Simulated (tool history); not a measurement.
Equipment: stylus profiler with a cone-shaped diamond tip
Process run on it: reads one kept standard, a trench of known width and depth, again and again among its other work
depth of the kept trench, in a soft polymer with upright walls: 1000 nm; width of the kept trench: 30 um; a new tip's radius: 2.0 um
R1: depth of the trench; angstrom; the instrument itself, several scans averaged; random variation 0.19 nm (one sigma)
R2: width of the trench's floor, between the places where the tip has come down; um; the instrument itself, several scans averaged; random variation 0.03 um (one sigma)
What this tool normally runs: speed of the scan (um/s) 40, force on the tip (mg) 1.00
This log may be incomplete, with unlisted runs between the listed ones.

{"run": 1, "hour": 0.0, "speed of the scan (um/s)": 40, "force on the tip (mg)": 1.0, "R1": 10043.2, "R2": 25.74}
{"run": 2, "hour": 68.4, "speed of the scan (um/s)": 40, "force on the tip (mg)": 1.0, "R1": 10042.3, "R2": 25.72}
{"run": 3, "hour": 134.9, "speed of the scan (um/s)": 40, "force on the tip (mg)": 1.0, "R1": 10041.9, "R2": 25.69}
{"run": 4, "hour": 168.6, "speed of the scan (um/s)": 40, "force on the tip (mg)": 1.0, "R1": 10039.3, "R2": 25.67}
{"run": 5, "hour": 239.5, "speed of the scan (um/s)": 40, "force on the tip (mg)": 0.42, "R1": 10014.1, "R2": 25.57}
{"run": 6, "hour": 309.6, "speed of the scan (um/s)": 40, "force on the tip (mg)": 0.42, "R1": 10011.6, "R2": 25.58}
{"run": 7, "hour": 380.4, "speed of the scan (um/s)": 40, "force on the tip (mg)": 0.42, "R1": 10010.3, "R2": 25.51}
{"run": 8, "hour": 442.9, "speed of the scan (um/s)": 40, "force on the tip (mg)": 0.42, "R1": 10012.0, "R2": 25.56}
{"run": 9, "hour": 482.8, "speed of the scan (um/s)": 40, "force on the tip (mg)": 0.42, "R1": 10010.0, "R2": 25.58}
{"run": 10, "hour": 550.5, "speed of the scan (um/s)": 40, "force on the tip (mg)": 0.42, "R1": 10007.2, "R2": 25.5}
{"run": 11, "hour": 592.0, "speed of the scan (um/s)": 40, "force on the tip (mg)": 0.42, "R1": 10011.7, "R2": 25.47}
{"run": 12, "hour": 624.7, "speed of the scan (um/s)": 40, "force on the tip (mg)": 1.0, "R1": 10036.3, "R2": 25.6}
{"run": 13, "hour": 658.0, "speed of the scan (um/s)": 24, "force on the tip (mg)": 1.0, "R1": 10035.1, "R2": 25.67}
{"run": 14, "hour": 710.9, "speed of the scan (um/s)": 24, "force on the tip (mg)": 1.0, "R1": 10035.4, "R2": 25.65}
{"run": 15, "hour": 746.4, "speed of the scan (um/s)": 98, "force on the tip (mg)": 0.36, "R1": 10003.2, "R2": 24.97}
{"run": 16, "hour": 775.7, "speed of the scan (um/s)": 98, "force on the tip (mg)": 0.36, "R1": 10004.6, "R2": 25.01}
{"run": 17, "hour": 809.7, "speed of the scan (um/s)": 15, "force on the tip (mg)": 1.0, "R1": 10039.7, "R2": 25.75}
{"run": 18, "hour": 862.1, "speed of the scan (um/s)": 15, "force on the tip (mg)": 1.0, "R1": 10036.9, "R2": 25.7}
{"run": 19, "hour": 914.0, "speed of the scan (um/s)": 15, "force on the tip (mg)": 1.0, "R1": 10034.6, "R2": 25.69}
{"run": 20, "hour": 965.1, "speed of the scan (um/s)": 15, "force on the tip (mg)": 1.0, "R1": 10033.8, "R2": 25.66}
{"run": 21, "hour": 1002.2, "speed of the scan (um/s)": 15, "force on the tip (mg)": 1.0, "R1": 10033.8, "R2": 25.65}
{"run": 22, "hour": 1044.7, "speed of the scan (um/s)": 45, "force on the tip (mg)": 1.03, "R1": 10032.8, "R2": 25.47}
{"run": 23, "hour": 1074.8, "speed of the scan (um/s)": 82, "force on the tip (mg)": 1.79, "R1": 10065.2, "R2": 25.47}
{"run": 24, "hour": 1109.1, "speed of the scan (um/s)": 102, "force on the tip (mg)": 1.15, "R1": 10039.1, "R2": 25.29}
{"run": 25, "hour": 1176.1, "speed of the scan (um/s)": 53, "force on the tip (mg)": 1.61, "R1": 10057.5, "R2": 25.51}
{"run": 26, "hour": 1240.4, "speed of the scan (um/s)": 53, "force on the tip (mg)": 1.61, "R1": 10054.0, "R2": 25.49}

Each row is a separate what-if for the run after 26, all from the same tool condition, not one after another. Results?
{"run": "A", "hour": 1284.0, "speed of the scan (um/s)": 30, "force on the tip (mg)": 1.99, "R1": "?", "R2": "?"}
{"run": "B", "hour": 1284.0, "speed of the scan (um/s)": 60, "force on the tip (mg)": 1.61, "R1": "?", "R2": "?"}
{"run": "C", "hour": 1284.0, "speed of the scan (um/s)": 26, "force on the tip (mg)": 1.0, "R1": "?", "R2": "?"}
{"run": "D", "hour": 1284.0, "speed of the scan (um/s)": 141, "force on the tip (mg)": 2.52, "R1": "?", "R2": "?"}
{"run": "E", "hour": 1284.0, "speed of the scan (um/s)": 10, "force on the tip (mg)": 0.47, "R1": "?", "R2": "?"}

run=A R1=10070.9 R2=25.60
run=B R1=10052.6 R2=25.47
run=C R1=10033.3 R2=25.51
run=D R1=10090.2 R2=25.22
run=E R1=10005.5 R2=25.59
With no hidden state in the tool, these same runs would have given:
run=A R1=10105.9 R2=26.48
run=B R1=10087.5 R2=26.35
run=C R1=10068.2 R2=26.40
run=D R1=10125.3 R2=26.10
run=E R1=10040.3 R2=26.48

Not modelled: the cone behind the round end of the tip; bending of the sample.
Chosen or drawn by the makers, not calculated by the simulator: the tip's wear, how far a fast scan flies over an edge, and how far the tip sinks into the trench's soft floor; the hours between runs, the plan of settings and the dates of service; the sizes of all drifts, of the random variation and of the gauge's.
